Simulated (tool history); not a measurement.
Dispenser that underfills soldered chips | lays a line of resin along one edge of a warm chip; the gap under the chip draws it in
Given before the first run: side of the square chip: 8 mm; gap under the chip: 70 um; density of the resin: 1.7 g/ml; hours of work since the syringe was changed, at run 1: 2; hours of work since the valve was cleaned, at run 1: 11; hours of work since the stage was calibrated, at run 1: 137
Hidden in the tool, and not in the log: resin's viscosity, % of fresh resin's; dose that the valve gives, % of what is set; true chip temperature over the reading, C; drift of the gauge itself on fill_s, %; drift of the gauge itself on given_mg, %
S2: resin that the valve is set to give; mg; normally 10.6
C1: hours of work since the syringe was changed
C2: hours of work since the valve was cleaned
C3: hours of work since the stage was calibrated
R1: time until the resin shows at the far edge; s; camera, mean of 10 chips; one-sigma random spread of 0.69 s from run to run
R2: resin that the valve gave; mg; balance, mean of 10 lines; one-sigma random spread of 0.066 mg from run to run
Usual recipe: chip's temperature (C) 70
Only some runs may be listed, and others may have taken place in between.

run 1 day=0 | chip's_temperature_(C)=70 S2=10.6 | C1=2 C2=11 C3=137 | R1=64.2 R2=10.44
run 2 day=0.154 | chip's_temperature_(C)=70 S2=10.6 | C1=5 C2=14 C3=139 | R1=69.6 R2=10.56
run 3 day=0.312 | chip's_temperature_(C)=70 S2=12.6 | C1=8 C2=17 C3=142 | R1=75.5 R2=12.46
-- day=0.421 new syringe of resin
run 4 day=0.575 | chip's_temperature_(C)=70 S2=12.6 | C1=3 C2=21 C3=146 | R1=61.9 R2=12.41
run 5 day=0.729 | chip's_temperature_(C)=81 S2=10.6 | C1=5 C2=23 C3=149 | R1=46.3 R2=10.35
run 6 day=0.862 | chip's_temperature_(C)=63 S2=10.6 | C1=8 C2=26 C3=151 | R1=101.5 R2=10.35
-- day=0.962 new syringe of resin
run 7 day=1.038 | chip's_temperature_(C)=70 S2=10.6 | C1=1 C2=29 C3=154 | R1=63.4 R2=10.42
run 8 day=1.171 | chip's_temperature_(C)=70 S2=10.6 | C1=4 C2=31 C3=156 | R1=68.3 R2=10.44
run 9 day=1.454 | chip's_temperature_(C)=70 S2=10.6 | C1=8 C2=36 C3=161 | R1=80.5 R2=10.29
-- day=1.517 new syringe of resin
run 10 day=1.717 | chip's_temperature_(C)=56 S2=10.6 | C1=3 C2=40 C3=165 | R1=117 R2=10.21
run 11 day=1.946 | chip's_temperature_(C)=56 S2=10.6 | C1=7 C2=44 C3=169 | R1=134.8 R2=10.22
-- day=2.058 new syringe of resin
run 12 day=2.225 | chip's_temperature_(C)=56 S2=10.6 | C1=3 C2=48 C3=174 | R1=118 R2=10.21
run 13 day=2.417 | chip's_temperature_(C)=58 S2=10.6 | C1=6 C2=52 C3=177 | R1=118.2 R2=10.12
-- day=2.6 new syringe of resin
run 14 day=2.708 | chip's_temperature_(C)=65 S2=13.4 | C1=2 C2=56 C3=182 | R1=74.4 R2=12.79
run 15 day=2.971 | chip's_temperature_(C)=65 S2=13.4 | C1=6 C2=61 C3=186 | R1=84.7 R2=12.74
-- day=3.033 dispensing valve cleaned and set on the balance
-- day=3.183 new syringe of resin
run 16 day=3.192 | chip's_temperature_(C)=66 S2=13.3 | C1=0 C2=2 C3=189 | R1=64.9 R2=13.33
run 17 day=3.383 | chip's_temperature_(C)=78 S2=9.1 | C1=3 C2=6 C3=193 | R1=52 R2=9.16
run 18 day=3.646 | chip's_temperature_(C)=78 S2=9.1 | C1=8 C2=10 C3=197 | R1=60.3 R2=9.11
-- day=3.729 new syringe of resin
run 19 day=3.896 | chip's_temperature_(C)=78 S2=9.1 | C1=3 C2=14 C3=201 | R1=50.8 R2=9.05
run 20 day=4.079 | chip's_temperature_(C)=56 S2=9.1 | C1=6 C2=17 C3=204 | R1=132 R2=9.01
-- day=4.296 new syringe of resin
run 21 day=4.358 | chip's_temperature_(C)=56 S2=9.1 | C1=1 C2=22 C3=209 | R1=110.1 R2=8.82
run 22 day=4.517 | chip's_temperature_(C)=55 S2=13.8 | C1=4 C2=25 C3=212 | R1=118.6 R2=13.38
run 23 day=4.767 | chip's_temperature_(C)=69 S2=10.3 | C1=8 C2=29 C3=216 | R1=80.5 R2=9.93
-- day=4.85 new syringe of resin
run 24 day=4.946 | chip's_temperature_(C)=69 S2=10.3 | C1=2 C2=32 C3=219 | R1=62.6 R2=10.04
run 25 day=5.183 | chip's_temperature_(C)=74 S2=9.7 | C1=6 C2=36 C3=223 | R1=62.3 R2=9.43

Alternative continuations, all from the tool just after run 25; predict every row:
-- day=5.392 new syringe of resin
run A day=5.454 | chip's_temperature_(C)=83 S2=9.7 | C1=1 C2=40 C3=227 | R1=? R2=?
-- day=5.392 new syringe of resin
run B day=5.454 | chip's_temperature_(C)=75 S2=11.1 | C1=1 C2=40 C3=227 | R1=? R2=?
-- day=5.392 new syringe of resin
run C day=5.454 | chip's_temperature_(C)=85 S2=12.8 | C1=1 C2=40 C3=227 | R1=? R2=?
-- day=5.392 new syringe of resin
run D day=5.454 | chip's_temperature_(C)=78 S2=9.6 | C1=1 C2=40 C3=227 | R1=? R2=?
-- day=5.392 new syringe of resin
run E day=5.454 | chip's_temperature_(C)=65 S2=9.1 | C1=1 C2=40 C3=227 | R1=? R2=?

run=A R1=39 R2=9.41
run=B R1=51.4 R2=10.68
run=C R1=34.7 R2=12.31
run=D R1=47.1 R2=9.33
run=E R1=77.2 R2=8.76
With the hidden condition removed and each run's random variation left untouched, the same runs would have given:
run=A R1=39.3 R2=9.73
run=B R1=52.2 R2=11.04
run=C R1=35.2 R2=12.73
run=D R1=47.5 R2=9.65
run=E R1=78.1 R2=9.07
